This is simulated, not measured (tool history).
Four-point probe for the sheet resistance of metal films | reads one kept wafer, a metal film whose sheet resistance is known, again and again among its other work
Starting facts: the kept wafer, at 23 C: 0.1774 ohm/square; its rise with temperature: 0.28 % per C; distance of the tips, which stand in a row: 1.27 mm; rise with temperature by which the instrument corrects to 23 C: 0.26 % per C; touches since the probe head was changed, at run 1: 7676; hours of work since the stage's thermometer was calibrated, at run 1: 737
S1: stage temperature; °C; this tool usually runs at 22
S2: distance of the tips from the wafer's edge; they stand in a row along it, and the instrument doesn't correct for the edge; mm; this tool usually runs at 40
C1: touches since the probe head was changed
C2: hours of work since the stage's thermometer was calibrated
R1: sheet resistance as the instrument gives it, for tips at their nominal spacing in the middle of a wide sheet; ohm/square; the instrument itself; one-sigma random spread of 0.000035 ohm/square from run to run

| run | hour | S1 | S2 | C1 | C2 | R1 |
|---|---|---|---|---|---|---|
| 1 | 0 | 22 | 40 | 7676 | 737 | 0.176937 |
| 2 | 37.7 | 22 | 40 | 9414 | 767 | 0.176877 |
| 3 | 56.3 | 19 | 40 | 10271 | 781 | 0.17671 |
| 4 | 92.9 | 20 | 40 | 11954 | 810 | 0.176827 |
| 5 | 110.3 | 20 | 40 | 12756 | 823 | 0.176768 |
| 6 | 144.2 | 20 | 40 | 14317 | 850 | 0.176709 |
| 7 | 166.7 | 20 | 40 | 15355 | 867 | 0.176672 |
| 8 | 198.1 | 22 | 40 | 16800 | 892 | 0.176621 |
| 9 | 216.1 | 22 | 40 | 17627 | 906 | 0.17669 |
| 10 | 252.3 | 22 | 40 | 19295 | 934 | 0.176552 |
| 11 | 278.7 | 22 | 61 | 20514 | 954 | 0.17652 |
| 12 | 302.4 | 22 | 7 | 21601 | 973 | 0.179532 |
| 13 | 330.6 | 22 | 40 | 22903 | 995 | 0.176475 |
| 14 | 358.3 | 22 | 40 | 24178 | 1016 | 0.176462 |
| 15 | 376 | 22 | 40 | 24994 | 1030 | 0.176493 |
| 16 | 412.4 | 22 | 57 | 26667 | 1059 | 0.17632 |
| 17 | 450.9 | 22 | 57 | 28445 | 1089 | 0.17635 |
| 18 | 472.7 | 30 | 8 | 29447 | 1106 | 0.178837 |
| 19 | 500.9 | 35 | 6 | 30745 | 1127 | 0.180748 |
| 20 | 534.4 | 35 | 53 | 32286 | 1153 | 0.176634 |
| 21 | 552.8 | 35 | 53 | 33137 | 1168 | 0.176641 |
| 22 | 591.9 | 21 | 40 | 34937 | 1198 | 0.176143 |
| 23 | 616.3 | 21 | 4 | 36061 | 1217 | 0.185053 |
| 24 | 656.9 | 20 | 12 | 37932 | 1249 | 0.176994 |
| 25 | 674.9 | 20 | 5 | 38760 | 1263 | 0.181821 |
| 26 | 699.5 | 20 | 5 | 39893 | 1282 | 0.181856 |
| 27 | 723.7 | 20 | 5 | 41008 | 1301 | 0.181786 |
| 28 | 748.8 | 22 | 5 | 42161 | 1320 | 0.181855 |
| 29 | 785.7 | 31 | 6 | 43862 | 1349 | 0.180288 |
| 30 | 811.4 | 31 | 6 | 45047 | 1369 | 0.180282 |
| 31 | 841.6 | 31 | 6 | 46438 | 1393 | 0.180234 |

Alternative continuations, all from the tool just after run 31; predict every row:
| A | 873.7 | 28 | 40 | 47914 | 1418 | ? |
| B | 873.7 | 31 | 4 | 47914 | 1418 | ? |
| C | 873.7 | 26 | 4 | 47914 | 1418 | ? |
| D | 873.7 | 22 | 9 | 47914 | 1418 | ? |
| E | 873.7 | 31 | 6 | 47914 | 1418 | ? |

| run | R1 |
|---|---|
| A | 0.176111 |
| B | 0.18515 |
| C | 0.18495 |
| D | 0.177637 |
| E | 0.180189 |
Without the tool's hidden state the same runs would have given:
| run | R1 |
|---|---|
| A | 0.177721 |
| B | 0.186835 |
| C | 0.186632 |
| D | 0.179257 |
| E | 0.181833 |

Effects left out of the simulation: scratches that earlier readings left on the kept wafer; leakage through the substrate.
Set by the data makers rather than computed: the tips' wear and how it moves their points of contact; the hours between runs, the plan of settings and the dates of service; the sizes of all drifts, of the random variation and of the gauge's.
